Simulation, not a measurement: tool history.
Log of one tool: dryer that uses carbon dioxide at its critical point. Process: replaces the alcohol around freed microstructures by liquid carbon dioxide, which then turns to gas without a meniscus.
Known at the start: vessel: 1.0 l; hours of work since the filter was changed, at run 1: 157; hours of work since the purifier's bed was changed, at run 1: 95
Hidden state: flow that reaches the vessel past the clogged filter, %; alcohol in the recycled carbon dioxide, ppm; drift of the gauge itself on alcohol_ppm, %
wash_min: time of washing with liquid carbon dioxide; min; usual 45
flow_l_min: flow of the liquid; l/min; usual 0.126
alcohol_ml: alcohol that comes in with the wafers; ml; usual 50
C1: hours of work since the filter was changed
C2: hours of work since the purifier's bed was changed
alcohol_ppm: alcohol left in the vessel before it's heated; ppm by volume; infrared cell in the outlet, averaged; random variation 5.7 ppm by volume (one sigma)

{"run": 1, "hour": 0.0, "wash_min": 45, "flow_l_min": 0.126, "alcohol_ml": 50, "C1": 157, "C2": 95, "alcohol_ppm": 284}
{"run": 2, "hour": 5.3, "wash_min": 45, "flow_l_min": 0.126, "alcohol_ml": 50, "C1": 160, "C2": 98, "alcohol_ppm": 279}
{"run": 3, "hour": 10.4, "wash_min": 45, "flow_l_min": 0.126, "alcohol_ml": 50, "C1": 163, "C2": 101, "alcohol_ppm": 293}
{"run": 4, "hour": 19.3, "wash_min": 45, "flow_l_min": 0.126, "alcohol_ml": 50, "C1": 168, "C2": 106, "alcohol_ppm": 295}
{"run": 5, "hour": 24.3, "wash_min": 45, "flow_l_min": 0.126, "alcohol_ml": 50, "C1": 171, "C2": 109, "alcohol_ppm": 310}
{"run": 6, "hour": 28.3, "wash_min": 45, "flow_l_min": 0.126, "alcohol_ml": 24, "C1": 173, "C2": 111, "alcohol_ppm": 148}
{"run": 7, "hour": 35.4, "wash_min": 45, "flow_l_min": 0.126, "alcohol_ml": 24, "C1": 177, "C2": 115, "alcohol_ppm": 153}
{"run": 8, "hour": 42.5, "wash_min": 45, "flow_l_min": 0.126, "alcohol_ml": 24, "C1": 181, "C2": 119, "alcohol_ppm": 153}
{"run": 9, "hour": 47.8, "wash_min": 45, "flow_l_min": 0.126, "alcohol_ml": 24, "C1": 184, "C2": 122, "alcohol_ppm": 153}
{"run": 10, "hour": 53.4, "wash_min": 45, "flow_l_min": 0.126, "alcohol_ml": 50, "C1": 187, "C2": 125, "alcohol_ppm": 312}
{"run": 11, "hour": 59.4, "wash_min": 45, "flow_l_min": 0.126, "alcohol_ml": 50, "C1": 191, "C2": 129, "alcohol_ppm": 312}
{"run": 12, "hour": 68.2, "wash_min": 45, "flow_l_min": 0.126, "alcohol_ml": 50, "C1": 195, "C2": 133, "alcohol_ppm": 307}
{"run": 13, "hour": 72.5, "wash_min": 45, "flow_l_min": 0.153, "alcohol_ml": 50, "C1": 198, "C2": 136, "alcohol_ppm": 113}
{"run": 14, "hour": 77.0, "wash_min": 45, "flow_l_min": 0.126, "alcohol_ml": 50, "C1": 200, "C2": 138, "alcohol_ppm": 316}
{"run": 15, "hour": 81.6, "wash_min": 45, "flow_l_min": 0.126, "alcohol_ml": 50, "C1": 203, "C2": 141, "alcohol_ppm": 322}
{"run": 16, "hour": 87.6, "wash_min": 45, "flow_l_min": 0.126, "alcohol_ml": 24, "C1": 206, "C2": 144, "alcohol_ppm": 163}
{"run": 17, "hour": 96.1, "wash_min": 45, "flow_l_min": 0.13, "alcohol_ml": 50, "C1": 211, "C2": 149, "alcohol_ppm": 277}
{"run": 18, "hour": 102.5, "wash_min": 45, "flow_l_min": 0.183, "alcohol_ml": 50, "C1": 215, "C2": 153, "alcohol_ppm": 44}
{"run": 19, "hour": 109.1, "wash_min": 45, "flow_l_min": 0.183, "alcohol_ml": 50, "C1": 218, "C2": 156, "alcohol_ppm": 40}
{"run": 20, "hour": 116.7, "wash_min": 45, "flow_l_min": 0.183, "alcohol_ml": 50, "C1": 223, "C2": 161, "alcohol_ppm": 34}
{"run": 21, "hour": 124.1, "wash_min": 39, "flow_l_min": 0.126, "alcohol_ml": 50, "C1": 227, "C2": 165, "alcohol_ppm": 638}
{"hour": 125.8, "done": "inlet filter changed"}
{"run": 22, "hour": 132.8, "wash_min": 39, "flow_l_min": 0.126, "alcohol_ml": 45, "C1": 4, "C2": 169, "alcohol_ppm": 371}
{"run": 23, "hour": 141.8, "wash_min": 45, "flow_l_min": 0.117, "alcohol_ml": 50, "C1": 9, "C2": 174, "alcohol_ppm": 315}
{"run": 24, "hour": 150.7, "wash_min": 46, "flow_l_min": 0.126, "alcohol_ml": 25, "C1": 14, "C2": 179, "alcohol_ppm": 102}
{"run": 25, "hour": 159.3, "wash_min": 46, "flow_l_min": 0.126, "alcohol_ml": 25, "C1": 19, "C2": 184, "alcohol_ppm": 102}
{"run": 26, "hour": 168.0, "wash_min": 31, "flow_l_min": 0.17, "alcohol_ml": 105, "C1": 24, "C2": 189, "alcohol_ppm": 579}
{"run": 27, "hour": 173.1, "wash_min": 33, "flow_l_min": 0.124, "alcohol_ml": 50, "C1": 26, "C2": 192, "alcohol_ppm": 935}
{"run": 28, "hour": 181.2, "wash_min": 66, "flow_l_min": 0.099, "alcohol_ml": 113, "C1": 31, "C2": 196, "alcohol_ppm": 225}
{"run": 29, "hour": 190.3, "wash_min": 66, "flow_l_min": 0.099, "alcohol_ml": 113, "C1": 36, "C2": 201, "alcohol_ppm": 235}
{"run": 30, "hour": 195.3, "wash_min": 45, "flow_l_min": 0.106, "alcohol_ml": 115, "C1": 39, "C2": 204, "alcohol_ppm": 1186}
{"run": 31, "hour": 203.0, "wash_min": 45, "flow_l_min": 0.106, "alcohol_ml": 115, "C1": 43, "C2": 208, "alcohol_ppm": 1217}
{"run": 32, "hour": 211.9, "wash_min": 33, "flow_l_min": 0.157, "alcohol_ml": 50, "C1": 48, "C2": 213, "alcohol_ppm": 327}
{"run": 33, "hour": 218.8, "wash_min": 31, "flow_l_min": 0.135, "alcohol_ml": 91, "C1": 52, "C2": 217, "alcohol_ppm": 1578}
{"run": 34, "hour": 222.5, "wash_min": 45, "flow_l_min": 0.203, "alcohol_ml": 50, "C1": 54, "C2": 219, "alcohol_ppm": 31}
{"run": 35, "hour": 230.5, "wash_min": 45, "flow_l_min": 0.203, "alcohol_ml": 50, "C1": 59, "C2": 224, "alcohol_ppm": 31}
{"run": 36, "hour": 238.2, "wash_min": 48, "flow_l_min": 0.19, "alcohol_ml": 50, "C1": 63, "C2": 228, "alcohol_ppm": 36}
{"run": 37, "hour": 245.6, "wash_min": 45, "flow_l_min": 0.126, "alcohol_ml": 101, "C1": 67, "C2": 232, "alcohol_ppm": 468}
{"run": 38, "hour": 249.3, "wash_min": 45, "flow_l_min": 0.1, "alcohol_ml": 28, "C1": 69, "C2": 234, "alcohol_ppm": 425}
{"run": 39, "hour": 255.9, "wash_min": 45, "flow_l_min": 0.1, "alcohol_ml": 28, "C1": 73, "C2": 238, "alcohol_ppm": 422}
{"run": 40, "hour": 259.9, "wash_min": 31, "flow_l_min": 0.1, "alcohol_ml": 93, "C1": 75, "C2": 240, "alcohol_ppm": 5072}
{"run": 41, "hour": 264.2, "wash_min": 31, "flow_l_min": 0.1, "alcohol_ml": 93, "C1": 77, "C2": 243, "alcohol_ppm": 4987}
{"run": 42, "hour": 271.7, "wash_min": 29, "flow_l_min": 0.187, "alcohol_ml": 52, "C1": 82, "C2": 247, "alcohol_ppm": 290}
{"run": 43, "hour": 278.8, "wash_min": 66, "flow_l_min": 0.112, "alcohol_ml": 30, "C1": 86, "C2": 251, "alcohol_ppm": 55}
{"run": 44, "hour": 287.1, "wash_min": 66, "flow_l_min": 0.112, "alcohol_ml": 30, "C1": 90, "C2": 255, "alcohol_ppm": 53}
{"run": 45, "hour": 294.4, "wash_min": 66, "flow_l_min": 0.112, "alcohol_ml": 30, "C1": 94, "C2": 260, "alcohol_ppm": 66}
{"run": 46, "hour": 300.0, "wash_min": 45, "flow_l_min": 0.102, "alcohol_ml": 86, "C1": 98, "C2": 263, "alcohol_ppm": 1186}

Hidden state or all else? Some run-to-run changes of alcohol_ppm, split into what the settings, what came in and random variation would give without the hidden state, and what is left for the hidden state (with any gauge scatter that isn't in both results):
Run 21 -> 22: alcohol_ml 50 -> 45, inlet filter changed. alcohol_ppm -267 ppm by volume: hidden state -240, all else -27.
Run 33 -> 34: wash_min 31 -> 45, flow_l_min 0.135 -> 0.203, alcohol_ml 91 -> 50. alcohol_ppm -1547 ppm by volume: hidden state -151, all else -1396.
Run 39 -> 40: wash_min 45 -> 31, alcohol_ml 28 -> 93. alcohol_ppm +4650 ppm by volume: hidden state +461, all else +4189.
Run 41 -> 42: wash_min 31 -> 29, flow_l_min 0.100 -> 0.187, alcohol_ml 93 -> 52. alcohol_ppm -4697 ppm by volume: hidden state -472, all else -4225.
